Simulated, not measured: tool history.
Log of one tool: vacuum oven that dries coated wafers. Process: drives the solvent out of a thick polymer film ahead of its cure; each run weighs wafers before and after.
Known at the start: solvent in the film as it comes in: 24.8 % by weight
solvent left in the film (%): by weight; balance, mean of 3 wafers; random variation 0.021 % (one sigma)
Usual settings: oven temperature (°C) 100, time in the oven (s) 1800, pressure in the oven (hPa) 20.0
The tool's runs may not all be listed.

run    hour  oven temperature (°C)  time in the oven (s)  pressure in the oven (hPa)  solvent left in the film (%)
  1     0.0                    100                  1800                        20.0                          3.09
  2    15.9                    100                  1800                        20.5                          3.16
  3    48.9                    100                  1800                        25.6                          3.38
  4    71.6                    100                  1800                        26.0                          3.40
  5    94.1                    100                  2820                        20.0                          1.67
  6   129.5                    100                  1800                        29.3                          3.57
  7   144.7                    100                  1020                        20.0                          6.49
  8   175.6                    100                  1020                        20.0                          6.43
  9   194.7                    100                  1020                        20.0                          6.44
 10   218.5                    100                  1800                        32.5                          3.74
 11   255.1                    100                  1800                        32.5                          3.71
 12   285.9                    100                  1800                        32.5                          3.72
 13   303.3                    100                  1800                        32.5                          3.70
      332.9  -- oven's thermocouples calibrated
 14   341.6                    100                  1560                        20.0                          3.82
 15   357.5                    100                  1560                        20.0                          3.85
 16   385.7                    100                  1560                        20.0                          3.83
 17   412.6                    100                  1560                        20.0                          3.82
 18   431.2                     94                  1560                        20.0                          5.55
 19   448.6                     94                  1560                        20.0                          5.55
 20   471.2                     94                  1560                        20.0                          5.60
 21   503.8                     97                  1800                        20.0                          3.84
 22   522.4                     97                  1800                        20.0                          3.88
 23   546.7                     97                  1800                        20.0                          3.88
 24   568.9                     93                  1800                        17.5                          4.85
 25   589.0                    100                  2220                        17.5                          2.18
 26   619.5                    109                  1200                        42.7                          3.85
 27   654.1                    109                  1200                        42.7                          3.84
 28   684.6                    107                  1800                        12.2                          1.49
 29   709.8                    107                  1800                        12.2                          1.48
 30   742.1                    105                  2520                        41.1                          2.33
 31   757.6                    105                  2520                        41.1                          2.33
 32   781.6                    106                  2040                        20.0                          1.64
 33   810.8                    106                  2040                        20.0                          1.66
 34   836.2                    106                  2040                        20.0                          1.64
 35   853.8                    114                  2100                        20.0                          0.88
 36   871.8                    114                  2100                        20.0                          0.87
 37   900.1                    114                  2100                        20.0                          0.85
 38   917.9                     92                  1860                        14.6                          4.78
 39   947.0                     92                  1860                        14.6                          4.76
 40   978.5                    100                  1260                        12.9                          4.69
 41   994.5                    100                  1500                        35.5                          4.81
 42  1021.5                    100                  1500                        35.5                          4.74
 43  1036.3                    110                  1500                        35.5                          2.51
 44  1054.1                     99                  1500                        11.3                          3.91
 45  1087.2                     99                  1500                        11.3                          3.86
 46  1119.8                     99                  1500                        11.3                          3.85

Forecast each of these 5 alternatives for the next run:
  A  1149.2                    100                  2400                        33.7                             ?
  B  1149.2                     98                  1800                        29.4                             ?
  C  1149.2                     86                  1800                        20.0                             ?
  D  1149.2                    103                  1500                        11.3                             ?
  E  1149.2                    103                  1560                        12.9                             ?

run  solvent left in the film (%)
  A                          2.76
  B                          4.08
  C                          7.31
  D                          2.89
  E                          2.80
Without the tool's hidden state the same runs would have given:
run  solvent left in the film (%)
  A                          2.76
  B                          4.08
  C                          7.31
  D                          2.89
  E                          2.80
